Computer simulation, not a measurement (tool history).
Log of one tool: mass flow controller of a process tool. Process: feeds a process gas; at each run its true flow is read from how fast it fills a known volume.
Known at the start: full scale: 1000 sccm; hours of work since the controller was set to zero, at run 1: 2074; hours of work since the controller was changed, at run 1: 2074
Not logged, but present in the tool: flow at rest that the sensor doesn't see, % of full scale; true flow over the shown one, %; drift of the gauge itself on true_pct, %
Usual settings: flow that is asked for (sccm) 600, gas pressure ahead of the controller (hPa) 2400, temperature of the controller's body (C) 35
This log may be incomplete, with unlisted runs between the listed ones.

run,hour,flow that is asked for (sccm),gas pressure ahead of the controller (hPa),temperature of the controller's body (C),hours of work since the controller was set to zero,hours of work since the controller was changed,true flow (%)
1,0.0,600,2400,35,2074,2074,99.87
2,81.5,250,2400,35,2126,2126,98.84
3,184.5,600,2400,35,2192,2192,99.80
4,275.3,861,2400,35,2250,2250,100.26
5,365.4,861,2400,35,2308,2308,100.24
6,424.5,861,2400,35,2346,2346,100.24
7,497.1,861,2400,35,2392,2392,100.34
8,596.2,861,2400,35,2455,2455,100.33
# hour 604.8: controller's zero set anew
9,694.3,861,2400,35,57,2518,100.27
10,758.9,861,2400,35,99,2559,100.27
11,830.0,600,2350,35,144,2604,99.84
12,885.0,101,2030,35,179,2640,96.09
13,943.9,101,2030,35,217,2677,96.11
14,1022.9,101,2030,35,267,2728,96.08
# hour 1072.9: controller's zero set anew, once more
15,1119.4,286,2510,36,30,2789,100.22
16,1183.0,286,2510,36,70,2830,100.01
17,1235.1,306,1760,35,104,2863,100.63
18,1325.6,306,1760,35,162,2921,100.55
19,1423.4,148,1680,27,224,2984,100.01
20,1513.5,133,2280,35,282,3041,99.71
21,1604.3,124,2720,33,340,3099,99.32

What if the next run were any one of these 5? Each begins from the tool's condition after run 21:
A,1688.2,115,2720,35,393,3153,?
B,1688.2,364,2540,23,393,3153,?
C,1688.2,147,1710,21,393,3153,?
D,1688.2,113,1730,36,393,3153,?
E,1688.2,776,1690,33,393,3153,?

run,true flow (%)
A,99.24
B,99.74
C,99.74
D,99.88
E,101.13
What these runs would have given with no unlogged condition in the tool:
run,true flow (%)
A,98.93
B,98.89
C,99.26
D,99.59
E,100.14

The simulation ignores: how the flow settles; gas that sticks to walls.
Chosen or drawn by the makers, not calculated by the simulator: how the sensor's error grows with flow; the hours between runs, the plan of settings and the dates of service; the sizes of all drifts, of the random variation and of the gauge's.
